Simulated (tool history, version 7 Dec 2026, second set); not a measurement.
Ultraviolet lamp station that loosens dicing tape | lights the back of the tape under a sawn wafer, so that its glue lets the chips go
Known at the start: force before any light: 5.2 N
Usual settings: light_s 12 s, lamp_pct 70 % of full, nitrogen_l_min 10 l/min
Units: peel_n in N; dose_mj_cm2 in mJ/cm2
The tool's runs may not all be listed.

run 1 hour=0 | light_s=12 lamp_pct=70 nitrogen_l_min=10 | peel_n=1.403 dose_mj_cm2=283
run 2 hour=42.3 | light_s=12 lamp_pct=70 nitrogen_l_min=8 | peel_n=1.598 dose_mj_cm2=275
run 3 hour=71.5 | light_s=12 lamp_pct=70 nitrogen_l_min=8 | peel_n=1.58 dose_mj_cm2=272
-- hour=81.4 lamp changed
run 4 hour=113.3 | light_s=12 lamp_pct=70 nitrogen_l_min=10 | peel_n=0.66 dose_mj_cm2=461
run 5 hour=145.5 | light_s=12 lamp_pct=70 nitrogen_l_min=10 | peel_n=0.681 dose_mj_cm2=459
run 6 hour=185.1 | light_s=12 lamp_pct=70 nitrogen_l_min=7 | peel_n=0.847 dose_mj_cm2=452
run 7 hour=206.2 | light_s=7 lamp_pct=70 nitrogen_l_min=7 | peel_n=1.744 dose_mj_cm2=257
run 8 hour=250.4 | light_s=7 lamp_pct=70 nitrogen_l_min=7 | peel_n=1.854 dose_mj_cm2=253
run 9 hour=289.4 | light_s=7 lamp_pct=70 nitrogen_l_min=7 | peel_n=1.793 dose_mj_cm2=254
run 10 hour=314 | light_s=7 lamp_pct=70 nitrogen_l_min=7 | peel_n=1.752 dose_mj_cm2=251
-- hour=344.8 window cleaned of glue's vapour
run 11 hour=352.1 | light_s=7 lamp_pct=70 nitrogen_l_min=7 | peel_n=2.037 dose_mj_cm2=238
run 12 hour=392 | light_s=7 lamp_pct=70 nitrogen_l_min=7 | peel_n=1.996 dose_mj_cm2=237
-- hour=413.9 window cleaned of glue's vapour, once more
run 13 hour=418.4 | light_s=23 lamp_pct=70 nitrogen_l_min=10 | peel_n=0.201 dose_mj_cm2=873
run 14 hour=452.5 | light_s=23 lamp_pct=70 nitrogen_l_min=10 | peel_n=0.203 dose_mj_cm2=859
run 15 hour=470.7 | light_s=23 lamp_pct=70 nitrogen_l_min=10 | peel_n=0.187 dose_mj_cm2=846
run 16 hour=513.3 | light_s=23 lamp_pct=70 nitrogen_l_min=10 | peel_n=0.195 dose_mj_cm2=833
run 17 hour=558.8 | light_s=23 lamp_pct=70 nitrogen_l_min=10 | peel_n=0.204 dose_mj_cm2=831
run 18 hour=585 | light_s=23 lamp_pct=70 nitrogen_l_min=10 | peel_n=0.201 dose_mj_cm2=820
run 19 hour=603.6 | light_s=23 lamp_pct=70 nitrogen_l_min=10 | peel_n=0.21 dose_mj_cm2=816
run 20 hour=648.5 | light_s=23 lamp_pct=70 nitrogen_l_min=10 | peel_n=0.224 dose_mj_cm2=814
run 21 hour=683.6 | light_s=12 lamp_pct=70 nitrogen_l_min=10 | peel_n=0.783 dose_mj_cm2=415
run 22 hour=726.8 | light_s=14 lamp_pct=70 nitrogen_l_min=20 | peel_n=0.429 dose_mj_cm2=471
run 23 hour=765 | light_s=14 lamp_pct=70 nitrogen_l_min=20 | peel_n=0.43 dose_mj_cm2=471
run 24 hour=802.2 | light_s=14 lamp_pct=70 nitrogen_l_min=20 | peel_n=0.449 dose_mj_cm2=464
run 25 hour=842.8 | light_s=14 lamp_pct=68 nitrogen_l_min=20 | peel_n=0.508 dose_mj_cm2=446
run 26 hour=868.5 | light_s=14 lamp_pct=68 nitrogen_l_min=20 | peel_n=0.534 dose_mj_cm2=443
run 27 hour=890.5 | light_s=10 lamp_pct=71 nitrogen_l_min=9 | peel_n=1.211 dose_mj_cm2=332
run 28 hour=934 | light_s=15 lamp_pct=71 nitrogen_l_min=5 | peel_n=0.89 dose_mj_cm2=485
run 29 hour=956.2 | light_s=15 lamp_pct=71 nitrogen_l_min=5 | peel_n=0.933 dose_mj_cm2=479
run 30 hour=991.4 | light_s=11 lamp_pct=62 nitrogen_l_min=4 | peel_n=1.87 dose_mj_cm2=307
run 31 hour=1010.1 | light_s=12 lamp_pct=87 nitrogen_l_min=3 | peel_n=1.282 dose_mj_cm2=463
run 32 hour=1051.1 | light_s=12 lamp_pct=87 nitrogen_l_min=3 | peel_n=1.3 dose_mj_cm2=456
run 33 hour=1095.2 | light_s=12 lamp_pct=87 nitrogen_l_min=3 | peel_n=1.31 dose_mj_cm2=446
run 34 hour=1118.4 | light_s=21 lamp_pct=66 nitrogen_l_min=3 | peel_n=0.879 dose_mj_cm2=592
run 35 hour=1163.5 | light_s=21 lamp_pct=66 nitrogen_l_min=3 | peel_n=0.893 dose_mj_cm2=582
run 36 hour=1187.6 | light_s=21 lamp_pct=66 nitrogen_l_min=3 | peel_n=0.92 dose_mj_cm2=579
run 37 hour=1228.6 | light_s=21 lamp_pct=90 nitrogen_l_min=3 | peel_n=0.542 dose_mj_cm2=765
run 38 hour=1272 | light_s=6 lamp_pct=90 nitrogen_l_min=4 | peel_n=2.543 dose_mj_cm2=211
run 39 hour=1304.7 | light_s=15 lamp_pct=83 nitrogen_l_min=6 | peel_n=0.797 dose_mj_cm2=485
run 40 hour=1344.3 | light_s=8 lamp_pct=65 nitrogen_l_min=6 | peel_n=2.32 dose_mj_cm2=203
run 41 hour=1369.1 | light_s=18 lamp_pct=65 nitrogen_l_min=17 | peel_n=0.536 dose_mj_cm2=447
run 42 hour=1388.3 | light_s=18 lamp_pct=65 nitrogen_l_min=17 | peel_n=0.523 dose_mj_cm2=447

Hidden state or all else? Some run-to-run changes of peel_n, split into what the settings, what came in and random variation would give without the hidden state, and what is left for the hidden state (with any gauge scatter that isn't in both results):
The hidden state here: lamp's light, % of a new lamp's; light that the window lets through, % of a clean one's; drift of the gauge itself on peel_n, %; drift of the gauge itself on dose_mj_cm2, %.
Run 3 -> 4: nitrogen_l_min 8 -> 10, lamp changed. peel_n -0.92 N: hidden state -0.837, all else -0.083.
Run 12 -> 13: light_s 7 -> 23, nitrogen_l_min 7 -> 10, window cleaned of glue's vapour, once more. peel_n -1.795 N: hidden state -0.39, all else -1.405.
Run 37 -> 38: light_s 21 -> 6, nitrogen_l_min 3 -> 4. peel_n +2.001 N: hidden state +0.475, all else +1.526.
Run 40 -> 41: light_s 8 -> 18, nitrogen_l_min 6 -> 17. peel_n -1.784 N: hidden state -0.48, all else -1.304.

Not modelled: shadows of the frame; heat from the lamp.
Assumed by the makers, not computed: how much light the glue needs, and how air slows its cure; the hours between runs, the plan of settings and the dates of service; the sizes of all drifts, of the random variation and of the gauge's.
